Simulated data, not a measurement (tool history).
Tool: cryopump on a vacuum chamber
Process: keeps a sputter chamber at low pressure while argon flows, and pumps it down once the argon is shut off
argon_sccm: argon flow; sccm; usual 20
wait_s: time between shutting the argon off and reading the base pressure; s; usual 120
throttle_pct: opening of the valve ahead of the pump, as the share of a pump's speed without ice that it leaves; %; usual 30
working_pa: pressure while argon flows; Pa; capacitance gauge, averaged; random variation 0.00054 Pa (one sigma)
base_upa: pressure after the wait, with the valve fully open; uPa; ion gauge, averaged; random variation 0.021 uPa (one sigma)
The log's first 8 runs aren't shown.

run,hour,argon_sccm,wait_s,throttle_pct,working_pa,base_upa
9,135.3,13,120,30,0.0356,0.65
10,145.1,13,120,30,0.0354,0.65
11,160.2,20,120,30,0.0549,0.70
12,170.6,20,120,30,0.0540,0.64
13,185.0,20,120,26,0.0634,0.70
14,200.6,20,120,22,0.0752,0.70
15,219.7,20,242,22,0.0743,0.60
16,234.3,20,242,22,0.0751,0.64
17,248.9,20,120,30,0.0554,0.72
18,262.7,12,30,16,0.0620,1.46
19,280.2,12,86,18,0.0552,0.87
20,293.3,12,86,18,0.0554,0.87

Forecast run 21:
21,303.6,12,86,18,?,?

{"run 21": {"working_pa": 0.0546, "base_upa": 0.89}}
Without the tool's hidden state the same run would have given working_pa 0.0534 Pa, base_upa 0.47 uPa.
